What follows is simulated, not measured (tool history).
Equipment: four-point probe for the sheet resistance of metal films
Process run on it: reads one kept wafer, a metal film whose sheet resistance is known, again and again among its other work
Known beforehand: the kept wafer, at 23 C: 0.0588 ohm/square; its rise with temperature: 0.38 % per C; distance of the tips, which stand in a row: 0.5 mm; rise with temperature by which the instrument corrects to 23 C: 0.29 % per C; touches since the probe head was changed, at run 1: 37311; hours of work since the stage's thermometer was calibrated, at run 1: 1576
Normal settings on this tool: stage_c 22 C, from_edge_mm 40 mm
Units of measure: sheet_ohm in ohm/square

| run | day | stage_c | from_edge_mm | touches since the probe head was changed | hours of work since the stage's thermometer was calibrated | sheet_ohm |
|---|---|---|---|---|---|---|
| 1 | 0.000 | 22 | 40 | 37311 | 1576 | 0.059198 |
| 2 | 0.921 | 22 | 19 | 37811 | 1587 | 0.059231 |
| 3 | 2.117 | 22 | 20 | 38461 | 1602 | 0.059229 |
| 4 | 3.721 | 22 | 20 | 39332 | 1622 | 0.059220 |
| 5 | 5.479 | 22 | 20 | 40288 | 1644 | 0.059232 |
| 6 | 6.783 | 22 | 20 | 40995 | 1660 | 0.059235 |
| 7 | 8.600 | 22 | 40 | 41983 | 1683 | 0.059213 |
| 8 | 9.938 | 22 | 40 | 42710 | 1699 | 0.059232 |
|  | 10.058 | stage's thermometer calibrated |
| 9 | 11.700 | 22 | 40 | 43655 | 20 | 0.059270 |
| 10 | 13.396 | 22 | 40 | 44577 | 41 | 0.059280 |
| 11 | 15.183 | 21 | 21 | 45547 | 64 | 0.059234 |
| 12 | 16.550 | 21 | 21 | 46290 | 80 | 0.059236 |
| 13 | 17.733 | 21 | 21 | 46933 | 95 | 0.059241 |
| 14 | 18.808 | 28 | 21 | 47517 | 108 | 0.059608 |
|  | 19.717 | stage's thermometer calibrated, once more |
| 15 | 19.717 | 21 | 36 | 48000 | 0 | 0.059142 |
| 16 | 21.517 | 21 | 36 | 48978 | 22 | 0.059127 |
| 17 | 22.871 | 22 | 42 | 49714 | 39 | 0.059178 |
| 18 | 24.746 | 22 | 42 | 50732 | 62 | 0.059218 |
| 19 | 26.083 | 24 | 19 | 51458 | 79 | 0.059330 |

Here are 5 independent what-if runs from the current tool condition. What would each one return?
| A | 27.296 | 30 | 25 | 52116 | 94 | ? |
| B | 27.296 | 22 | 41 | 52116 | 94 | ? |
| C | 27.296 | 25 | 7 | 52116 | 94 | ? |
| D | 27.296 | 23 | 58 | 52116 | 94 | ? |
| E | 27.296 | 26 | 19 | 52116 | 94 | ? |

| run | sheet_ohm |
|---|---|
| A | 0.059623 |
| B | 0.059206 |
| C | 0.059509 |
| D | 0.059283 |
| E | 0.059433 |
What these runs would have given with no unlogged condition in the tool:
| run | sheet_ohm |
|---|---|
| A | 0.059167 |
| B | 0.058753 |
| C | 0.059053 |
| D | 0.058830 |
| E | 0.058978 |
